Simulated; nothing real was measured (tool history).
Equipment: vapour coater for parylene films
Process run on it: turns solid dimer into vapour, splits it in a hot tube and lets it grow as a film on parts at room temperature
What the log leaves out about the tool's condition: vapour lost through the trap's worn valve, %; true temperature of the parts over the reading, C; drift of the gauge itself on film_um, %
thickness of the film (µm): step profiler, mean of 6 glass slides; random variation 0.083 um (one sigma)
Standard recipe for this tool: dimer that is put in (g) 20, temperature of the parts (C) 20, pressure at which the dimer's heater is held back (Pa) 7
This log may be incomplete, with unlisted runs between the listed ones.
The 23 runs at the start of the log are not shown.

run   hour  dimer that is put in (g)  temperature of the parts (C)  pressure at which the dimer's heater is held back (Pa)  hours of work since the trap's valve was overhauled  hours of work since the table's thermometer was calibrated  thickness of the film (µm)
 24  530.9                        11                            19                                                    5.97                                                   15                                                         460                        5.23
 25  558.2                        31                            22                                                       7                                                   29                                                         474                       13.18
 26  589.2                        31                            22                                                       7                                                   45                                                         489                       13.12
 27  619.7                        31                            22                                                       7                                                   60                                                         505                       13.02
     641.4  -- trap's valve overhauled, once more
 28  653.4                        27                            22                                                       7                                                    6                                                         520                          13
 29  685.3                        27                            31                                                    4.32                                                   22                                                         536                       11.64
 30  700.3                         9                            14                                                    6.92                                                   30                                                         544                        5.28
 31  722.6                        24                            32                                                    4.29                                                   41                                                         555                        9.86
 32  745.3                        24                            32                                                    4.29                                                   53                                                         567                        9.93
 33  771.2                        10                            25                                                     6.2                                                   66                                                         580                        4.56

What if the next run were any one of these 3? Each begins from the tool's condition after run 33:
  A  801.9                        10                            16                                                    2.03                                                   82                                                         596                           ?
  B  801.9                        10                            25                                                     6.2                                                   82                                                         596                           ?
  C  801.9                        11                            27                                                     3.5                                                   82                                                         596                           ?

run  thickness of the film (µm)
  A                         7.1
  B                        4.58
  C                        5.32
Take away the tool's hidden state, keep each run's random variation, and the runs would have read:
run  thickness of the film (µm)
  A                        7.11
  B                        4.59
  C                        5.33
